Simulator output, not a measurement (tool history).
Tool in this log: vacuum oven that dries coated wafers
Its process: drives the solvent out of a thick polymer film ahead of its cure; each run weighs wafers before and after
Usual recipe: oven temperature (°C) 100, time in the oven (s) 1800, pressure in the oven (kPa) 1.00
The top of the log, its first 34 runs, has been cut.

Run 35, hour 3117.1: usual settings but oven temperature (°C) 107, time in the oven (s) 1320, pressure in the oven (kPa) 0.50. Result: solvent left in the film (%) 1.62.
Run 36, hour 3203.6: usual settings but oven temperature (°C) 109, time in the oven (s) 1260, pressure in the oven (kPa) 1.41. Result: solvent left in the film (%) 1.60.
Run 37, hour 3265.2: usual settings but oven temperature (°C) 85, pressure in the oven (kPa) 1.02. Result: solvent left in the film (%) 7.41.
Run 38, hour 3376.6: usual settings but oven temperature (°C) 97, time in the oven (s) 1440, pressure in the oven (kPa) 0.80. Result: solvent left in the film (%) 4.09.
Run 39, hour 3493.4: usual settings but oven temperature (°C) 97, time in the oven (s) 1440, pressure in the oven (kPa) 0.80. Result: solvent left in the film (%) 3.94.
Run 40, hour 3543.1: usual settings but oven temperature (°C) 110, time in the oven (s) 1560, pressure in the oven (kPa) 0.77. Result: solvent left in the film (%) 0.74.
Run 41, hour 3616.6: usual settings but oven temperature (°C) 93, time in the oven (s) 1500, pressure in the oven (kPa) 1.25. Result: solvent left in the film (%) 5.49.
Run 42, hour 3683.8: usual settings but oven temperature (°C) 102, time in the oven (s) 2400, pressure in the oven (kPa) 1.22. Result: solvent left in the film (%) 0.91.
Run 43, hour 3775.0: usual settings but oven temperature (°C) 110, time in the oven (s) 2580. Result: solvent left in the film (%) 0.36.
Run 44, hour 3858.4: usual settings but time in the oven (s) 2100, pressure in the oven (kPa) 0.52. Result: solvent left in the film (%) 1.41.
At hour 3866.9: vacuum gauge cleaned of residue and calibrated.
Run 45, hour 3919.4: usual settings but oven temperature (°C) 90, time in the oven (s) 2100, pressure in the oven (kPa) 1.48. Result: solvent left in the film (%) 4.67.
Run 46, hour 3993.4: usual settings but oven temperature (°C) 90, time in the oven (s) 2100, pressure in the oven (kPa) 1.48. Result: solvent left in the film (%) 4.58.

5 options for the next run, each taken on its own from the tool as it stands now. Forecast them:
Run A, hour 4113.6: usual settings but oven temperature (°C) 90, time in the oven (s) 2760, pressure in the oven (kPa) 1.48. Result: solvent left in the film (%) ?.
Run B, hour 4113.6: usual settings but time in the oven (s) 1140, pressure in the oven (kPa) 0.59. Result: solvent left in the film (%) ?.
Run C, hour 4113.6: usual settings but time in the oven (s) 1440, pressure in the oven (kPa) 2.64. Result: solvent left in the film (%) ?.
Run D, hour 4113.6: usual settings but oven temperature (°C) 90, time in the oven (s) 1920, pressure in the oven (kPa) 1.75. Result: solvent left in the film (%) ?.
Run E, hour 4113.6: usual settings but oven temperature (°C) 90, time in the oven (s) 1440, pressure in the oven (kPa) 1.48. Result: solvent left in the film (%) ?.

run  solvent left in the film (%)
  A                          3.11
  B                          4.47
  C                          3.61
  D                          5.17
  E                          6.87
Had the tool no hidden state, the same runs would have come out as:
run  solvent left in the film (%)
  A                          3.16
  B                          4.53
  C                          3.67
  D                          5.23
  E                          6.94

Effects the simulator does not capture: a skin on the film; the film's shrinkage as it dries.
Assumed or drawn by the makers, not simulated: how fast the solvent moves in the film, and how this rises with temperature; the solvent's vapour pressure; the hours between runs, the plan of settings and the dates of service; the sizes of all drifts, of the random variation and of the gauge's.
